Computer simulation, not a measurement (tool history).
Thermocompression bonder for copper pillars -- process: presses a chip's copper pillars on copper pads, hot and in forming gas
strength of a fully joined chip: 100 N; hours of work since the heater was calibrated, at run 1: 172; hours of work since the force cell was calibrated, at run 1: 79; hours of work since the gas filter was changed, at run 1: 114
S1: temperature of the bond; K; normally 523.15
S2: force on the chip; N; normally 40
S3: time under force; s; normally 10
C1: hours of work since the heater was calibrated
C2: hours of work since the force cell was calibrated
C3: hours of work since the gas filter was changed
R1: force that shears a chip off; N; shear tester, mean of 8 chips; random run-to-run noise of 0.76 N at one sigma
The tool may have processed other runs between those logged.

Run 1, hour 0.0: usual settings; C1 172; C2 79; C3 114. Result: R1 55.3 N.
Run 2, hour 9.1: usual settings; C1 177; C2 84; C3 119. Result: R1 53.4 N.
Run 3, hour 20.7: usual settings but S1 510.15 K; C1 183; C2 90; C3 125. Result: R1 43.7 N.
Run 4, hour 29.5: usual settings but S1 510.15 K; C1 188; C2 95; C3 130. Result: R1 44.3 N.
Run 5, hour 37.8: usual settings but S2 26 N; C1 192; C2 99; C3 134. Result: R1 45.9 N.
Run 6, hour 54.2: usual settings but S1 529.15 K; C1 201; C2 108; C3 143. Result: R1 59.2 N.
Run 7, hour 69.4: usual settings but S2 35 N, S3 11 s; C1 209; C2 116; C3 151. Result: R1 53.8 N.
Run 8, hour 84.0: usual settings but S1 526.15 K, S2 36 N, S3 24 s; C1 216; C2 124; C3 159. Result: R1 69.0 N.
Run 9, hour 100.2: usual settings but S1 508.15 K, S2 34 N, S3 24 s; C1 225; C2 132; C3 167. Result: R1 52.3 N.
Run 10, hour 109.2: usual settings but S1 535.15 K, S2 27 N; C1 230; C2 137; C3 172. Result: R1 52.9 N.
Run 11, hour 118.8: usual settings but S1 533.15 K, S2 28 N, S3 13 s; C1 235; C2 142; C3 177. Result: R1 58.2 N.
Run 12, hour 127.8: usual settings but S1 533.15 K, S2 35 N, S3 9 s; C1 240; C2 147; C3 182. Result: R1 57.3 N.

Here are 5 independent what-if runs from the current tool condition. What would each one return?
Run A, hour 141.5: usual settings but S1 533.15 K, S2 44 N, S3 23 s; C1 247; C2 154; C3 189. Result: R1 ?.
Run B, hour 141.5: usual settings but S1 533.15 K, S2 30 N, S3 18 s; C1 247; C2 154; C3 189. Result: R1 ?.
Run C, hour 141.5: usual settings but S2 39 N; C1 247; C2 154; C3 189. Result: R1 ?.
Run D, hour 141.5: usual settings but S1 538.15 K, S2 26 N, S3 14 s; C1 247; C2 154; C3 189. Result: R1 ?.
Run E, hour 141.5: usual settings but S1 500.15 K, S2 39 N, S3 26 s; C1 247; C2 154; C3 189. Result: R1 ?.

run    R1
  A  78.5
  B  66.5
  C  52.6
  D  60.5
  E  50.3
With no hidden state in the tool, these same runs would have given:
run    R1
  A  82.3
  B  70.2
  C  55.9
  D  64.1
  E  53.6
